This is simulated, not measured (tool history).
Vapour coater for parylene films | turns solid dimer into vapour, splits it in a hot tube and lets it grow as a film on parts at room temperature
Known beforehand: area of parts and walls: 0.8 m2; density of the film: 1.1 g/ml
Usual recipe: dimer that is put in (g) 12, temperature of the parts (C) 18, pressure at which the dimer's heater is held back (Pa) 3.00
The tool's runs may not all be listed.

run    hour  dimer that is put in (g)  temperature of the parts (C)  pressure at which the dimer's heater is held back (Pa)  thickness of the film (um)
  1     0.0                        12                            18                                                    3.00                        7.67
  2    32.1                        12                            18                                                    3.00                        7.56
  3   100.8                        12                            18                                                    3.00                        7.46
      109.5  -- trap's valve overhauled
  4   139.4                        12                            23                                                    3.00                        6.80
  5   183.1                        12                            18                                                    3.00                        8.15
  6   240.3                        12                            18                                                    3.00                        7.91
  7   272.8                        13                            18                                                    3.00                        8.61
  8   337.9                        13                            18                                                    3.00                        8.39
  9   403.1                        12                            18                                                    3.00                        7.63
 10   441.3                        12                            18                                                    3.00                        7.48
      480.3  -- trap's valve overhauled
 11   490.4                        12                            18                                                    3.00                        8.23
 12   548.4                        12                            18                                                    3.00                        8.25
 13   620.0                        12                            18                                                    3.00                        8.15
 14   687.4                        12                            18                                                    3.00                        7.87
 15   740.1                         5                            18                                                    3.00                        3.33
 16   795.4                        12                            18                                                    3.00                        7.65
      847.6  -- trap's valve overhauled
 17   872.4                        12                            18                                                    3.00                        8.50
 18   931.9                         7                            18                                                    3.00                        4.76
 19  1003.7                         7                            18                                                    3.00                        4.75
 20  1069.2                        12                            18                                                    3.00                        8.01

Run 21, settings as shown, results not yet in. Your forecast:
 21  1114.5                         5                            10                                                    9.98                           ?

{"run 21": {"thickness of the film (um)": 3.44}}
Had the tool carried no hidden state, the very same run would have given thickness of the film (um) 3.57.
